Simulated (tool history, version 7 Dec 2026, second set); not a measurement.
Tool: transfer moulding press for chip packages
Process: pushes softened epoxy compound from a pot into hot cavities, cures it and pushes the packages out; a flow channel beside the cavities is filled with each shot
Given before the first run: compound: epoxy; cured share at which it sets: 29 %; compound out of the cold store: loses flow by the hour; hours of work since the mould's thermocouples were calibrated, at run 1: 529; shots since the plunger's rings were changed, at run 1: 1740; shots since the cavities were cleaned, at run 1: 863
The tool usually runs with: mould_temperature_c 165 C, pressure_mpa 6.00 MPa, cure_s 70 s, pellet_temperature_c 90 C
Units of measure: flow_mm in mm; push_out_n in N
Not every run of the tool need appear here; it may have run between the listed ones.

run   hour  mould_temperature_c  pressure_mpa  cure_s  pellet_temperature_c  hours of work since the mould's thermocouples were calibrated  shots since the plunger's rings were changed  shots since the cavities were cleaned  incoming compound's hours out of the cold store  flow_mm  push_out_n
  1    0.0                  165          6.00      70                    90                                                            529                                          1740                                    863                                             32.1      904         483
       3.4  -- cavities cleaned with cleaning compound and waxed
  2   28.8                  165          6.00      70                    91                                                            545                                          2108                                    342                                             32.0      899         423
  3   61.2                  165          6.00      70                    90                                                            564                                          2544                                    778                                             47.1      801         485
      71.0  -- cavities cleaned with cleaning compound and waxed
  4   94.3                  165          6.00      70                    90                                                            583                                          2969                                    314                                             13.5      998         432
  5  125.8                  165          6.00      70                    90                                                            601                                          3393                                    738                                             26.9      908         488
     131.4  -- plunger's sealing rings changed
     141.7  -- cavities cleaned with cleaning compound and waxed
  6  161.1                  165          6.00      70                    90                                                            619                                           380                                    262                                             15.0     1056         439
  7  179.0                  165          6.00      70                    90                                                            629                                           620                                    502                                             13.9     1057         476
     208.7  -- cavities cleaned with cleaning compound and waxed
  8  216.5                  165          6.00      70                    90                                                            650                                          1105                                    105                                             13.0     1049         386
  9  244.4                  165          6.00      70                    90                                                            667                                          1480                                    480                                             14.2     1034         473
     277.3  -- cavities cleaned with cleaning compound and waxed
 10  279.0                  165          6.00      70                    90                                                            686                                          1926                                     23                                             35.8      869         336
 11  305.0                  164          6.00      70                    90                                                            701                                          2277                                    374                                             11.3     1035         476
 12  324.2                  163          5.94      68                    84                                                            712                                          2535                                    632                                              8.7     1062         622
     345.8  -- cavities cleaned with cleaning compound and waxed
 13  356.9                  163          5.94      68                    84                                                            730                                          2955                                    150                                             37.4      869         462
 14  382.1                  163          5.94      59                    89                                                            745                                          3294                                    489                                             30.2      891         730
     392.1  -- mould's thermocouples calibrated
     396.4  -- plunger's sealing rings changed
 15  403.3                  165          6.00      69                    90                                                              5                                            94                                    714                                             15.3     1055         540
     418.5  -- cavities cleaned with cleaning compound and waxed
 16  436.6                  169          6.77     106                    90                                                             24                                           522                                    244                                             41.7      913         334
 17  459.2                  169          6.77     106                    90                                                             37                                           826                                    548                                             32.0      967         387
 18  480.7                  169          6.77     106                    90                                                             49                                          1115                                    837                                             39.7      905         413
     487.8  -- cavities cleaned with cleaning compound and waxed
 19  497.7                  169          6.77     106                    90                                                             58                                          1324                                    133                                             32.7      957         302
 20  529.6                  169          6.77     106                    90                                                             77                                          1753                                    562                                             32.2      946         372
 21  549.5                  158          6.22      69                    95                                                             88                                          2022                                    831                                             43.3      886         803
     556.6  -- cavities cleaned with cleaning compound and waxed
 22  569.8                  158          6.22      69                    95                                                             99                                          2274                                    177                                             45.6      852         637

4 ways to go on from here, each from the tool as it stands after run 22. What would each give?
  A  590.8                  158          6.14      69                    95                                                            112                                          2558                                    461                                             33.4        ?           ?
  B  590.8                  165          7.24      70                    90                                                            112                                          2558                                    461                                             21.9        ?           ?
  C  590.8                  158          5.54      86                    91                                                            112                                          2558                                    461                                              8.6        ?           ?
  D  590.8                  161          6.00      70                    90                                                            112                                          2558                                    461                                             17.0        ?           ?

run  flow_mm  push_out_n
  A      924         752
  B     1053         459
  C     1051         508
  D     1020         639
Without the tool's unlogged condition, the same runs would have read:
run  flow_mm  push_out_n
  A      977         590
  B     1113         355
  C     1111         396
  D     1078         502
